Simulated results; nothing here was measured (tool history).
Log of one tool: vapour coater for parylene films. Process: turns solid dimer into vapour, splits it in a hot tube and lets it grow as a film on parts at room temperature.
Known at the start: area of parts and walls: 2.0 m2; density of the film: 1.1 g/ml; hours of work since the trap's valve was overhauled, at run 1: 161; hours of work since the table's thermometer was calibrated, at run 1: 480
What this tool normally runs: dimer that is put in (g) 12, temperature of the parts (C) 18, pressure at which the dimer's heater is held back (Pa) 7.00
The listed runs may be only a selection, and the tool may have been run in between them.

| run | hour | dimer that is put in (g) | temperature of the parts (C) | pressure at which the dimer's heater is held back (Pa) | hours of work since the trap's valve was overhauled | hours of work since the table's thermometer was calibrated | thickness of the film (µm) |
|---|---|---|---|---|---|---|---|
| 1 | 0.0 | 12 | 18 | 7.00 | 161 | 480 | 2.88 |
| 2 | 24.2 | 12 | 15 | 7.00 | 177 | 496 | 3.18 |
| 3 | 49.3 | 12 | 15 | 7.00 | 194 | 512 | 3.12 |
| 4 | 73.3 | 12 | 13 | 7.00 | 210 | 528 | 3.33 |
| 5 | 84.7 | 12 | 10 | 7.00 | 217 | 536 | 3.73 |
| 6 | 105.7 | 12 | 18 | 7.00 | 231 | 550 | 2.74 |
|  | 111.8 | trap's valve overhauled |
| 7 | 128.2 | 10 | 18 | 4.95 | 11 | 562 | 2.37 |
| 8 | 144.7 | 10 | 28 | 9.12 | 22 | 573 | 1.47 |
| 9 | 159.0 | 12 | 12 | 4.59 | 31 | 582 | 3.52 |
| 10 | 179.8 | 7 | 18 | 7.00 | 45 | 596 | 1.55 |
| 11 | 206.3 | 7 | 18 | 7.00 | 63 | 614 | 1.53 |
| 12 | 224.3 | 12 | 10 | 9.18 | 75 | 626 | 3.22 |

Entry by entry between the runs, the difference in hidden state between the last listed run before and the first listed run after:
Logged between run 6 and run 7: trap's valve overhauled (hour 111.8)
  vapour lost through the trap's worn valve, %: 9.6 -> 13.6; true temperature of the parts over the reading, C: 0.52 -> 0.53
  measured value less the no-hidden-state value, thickness of the film (µm): -0.35 -> -0.43
